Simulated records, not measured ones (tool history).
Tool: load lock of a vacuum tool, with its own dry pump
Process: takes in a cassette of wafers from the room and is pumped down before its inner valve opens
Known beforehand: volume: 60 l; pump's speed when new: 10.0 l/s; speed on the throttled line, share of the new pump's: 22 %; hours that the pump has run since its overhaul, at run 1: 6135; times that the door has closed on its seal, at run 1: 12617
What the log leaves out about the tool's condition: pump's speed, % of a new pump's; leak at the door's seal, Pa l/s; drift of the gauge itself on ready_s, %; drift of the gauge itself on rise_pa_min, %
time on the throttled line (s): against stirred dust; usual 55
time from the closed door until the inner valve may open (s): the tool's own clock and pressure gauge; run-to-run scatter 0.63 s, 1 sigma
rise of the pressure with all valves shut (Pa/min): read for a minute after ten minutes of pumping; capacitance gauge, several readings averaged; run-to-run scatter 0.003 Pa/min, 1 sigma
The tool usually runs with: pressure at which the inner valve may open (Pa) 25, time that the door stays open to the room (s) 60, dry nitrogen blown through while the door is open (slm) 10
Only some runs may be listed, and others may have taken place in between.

| run | hour | time on the throttled line (s) | pressure at which the inner valve may open (Pa) | time that the door stays open to the room (s) | dry nitrogen blown through while the door is open (slm) | hours that the pump has run since its overhaul | times that the door has closed on its seal | incoming humidity of the room's air, % | time from the closed door until the inner valve may open (s) | rise of the pressure with all valves shut (Pa/min) |
|---|---|---|---|---|---|---|---|---|---|---|
| 1 | 0 | 55 | 25 | 60 | 10 | 6135 | 12617 | 45.3 | 96.5 | 0.091 |
| 2 | 184.2 | 55 | 25 | 60 | 10 | 6319 | 13130 | 44.8 | 95.1 | 0.091 |
| 3 | 306.7 | 55 | 25 | 106 | 10 | 6442 | 13471 | 41.6 | 95.2 | 0.095 |
| 4 | 417.9 | 55 | 25 | 106 | 10 | 6553 | 13781 | 45.7 | 94.8 | 0.105 |
| 5 | 524.5 | 55 | 25 | 60 | 10 | 6659 | 14078 | 46.5 | 96.3 | 0.103 |
| 6 | 653.4 | 55 | 25 | 60 | 10 | 6788 | 14437 | 47.9 | 95.1 | 0.104 |
| 7 | 755.1 | 55 | 25 | 66 | 10 | 6890 | 14720 | 45.9 | 95.8 | 0.102 |
| 8 | 908.6 | 55 | 25 | 66 | 10 | 7044 | 15147 | 46.7 | 95.2 | 0.104 |
| 9 | 1079.1 | 55 | 25 | 66 | 10 | 7214 | 15622 | 39.6 | 95.5 | 0.099 |
| 10 | 1195.2 | 55 | 40 | 60 | 10 | 7330 | 15946 | 47.7 | 92.9 | 0.111 |
| 11 | 1352.6 | 55 | 25 | 60 | 34 | 7488 | 16384 | 44.9 | 96.4 | 0.103 |
| 12 | 1524.7 | 61 | 25 | 60 | 10 | 7660 | 16863 | 45.4 | 100.6 | 0.112 |
| 13 | 1707 | 61 | 25 | 60 | 10 | 7842 | 17371 | 47.7 | 100.6 | 0.121 |
| 14 | 1864.1 | 61 | 25 | 60 | 10 | 7999 | 17809 | 44.8 | 100.9 | 0.115 |
| 15 | 1951.3 | 42 | 37 | 60 | 10 | 8086 | 18051 | 42.7 | 82.6 | 0.12 |
| 16 | 2083.8 | 42 | 37 | 60 | 10 | 8219 | 18420 | 49.1 | 83.4 | 0.126 |
| 17 | 2282.4 | 109 | 41 | 49 | 5 | 8417 | 18974 | 45 | 134.7 | 0.129 |
| 18 | 2447.3 | 109 | 41 | 49 | 5 | 8582 | 19433 | 44.5 | 133.5 | 0.126 |
| 19 | 2595.1 | 109 | 22 | 49 | 16 | 8730 | 19845 | 47.6 | 137.2 | 0.129 |
| 20 | 2711.4 | 68 | 19 | 49 | 43 | 8846 | 20168 | 48.1 | 108 | 0.122 |
| 21 | 2908.5 | 68 | 19 | 49 | 43 | 9043 | 20717 | 45.7 | 108.2 | 0.126 |
| 22 | 3103.6 | 35 | 43 | 60 | 10 | 9239 | 21261 | 45 | 76.8 | 0.142 |
| 23 | 3260.9 | 50 | 43 | 110 | 10 | 9396 | 21699 | 45.6 | 88.7 | 0.16 |
| 24 | 3390.6 | 65 | 43 | 224 | 10 | 9526 | 22060 | 47.1 | 100.3 | 0.186 |
| 25 | 3562.1 | 65 | 43 | 224 | 10 | 9697 | 22538 | 44.5 | 100.8 | 0.188 |
| 26 | 3706.2 | 55 | 27 | 60 | 10 | 9841 | 22939 | 45.1 | 96.2 | 0.159 |
| 27 | 3862.3 | 55 | 19 | 57 | 10 | 9997 | 23374 | 45.3 | 99.2 | 0.159 |

Run by run, hidden condition taken away, random variation retained:
| run | time from the closed door until the inner valve may open (s) | rise of the pressure with all valves shut (Pa/min) |
|---|---|---|
| 1 | 94 | 0.028 |
| 2 | 92.6 | 0.024 |
| 3 | 92.6 | 0.028 |
| 4 | 92.2 | 0.035 |
| 5 | 93.6 | 0.032 |
| 6 | 92.4 | 0.03 |
| 7 | 93 | 0.026 |
| 8 | 92.3 | 0.025 |
| 9 | 92.6 | 0.016 |
| 10 | 90.2 | 0.028 |
| 11 | 93.4 | 0.017 |
| 12 | 97.6 | 0.024 |
| 13 | 97.5 | 0.028 |
| 14 | 97.8 | 0.021 |
| 15 | 79.3 | 0.024 |
| 16 | 80.1 | 0.028 |
| 17 | 132.5 | 0.025 |
| 18 | 131.3 | 0.021 |
| 19 | 134.7 | 0.018 |
| 20 | 104.6 | 0.011 |
| 21 | 104.7 | 0.01 |
| 22 | 73 | 0.024 |
| 23 | 85.1 | 0.037 |
| 24 | 97 | 0.061 |
| 25 | 97.5 | 0.059 |
| 26 | 92.3 | 0.026 |
| 27 | 94.8 | 0.025 |
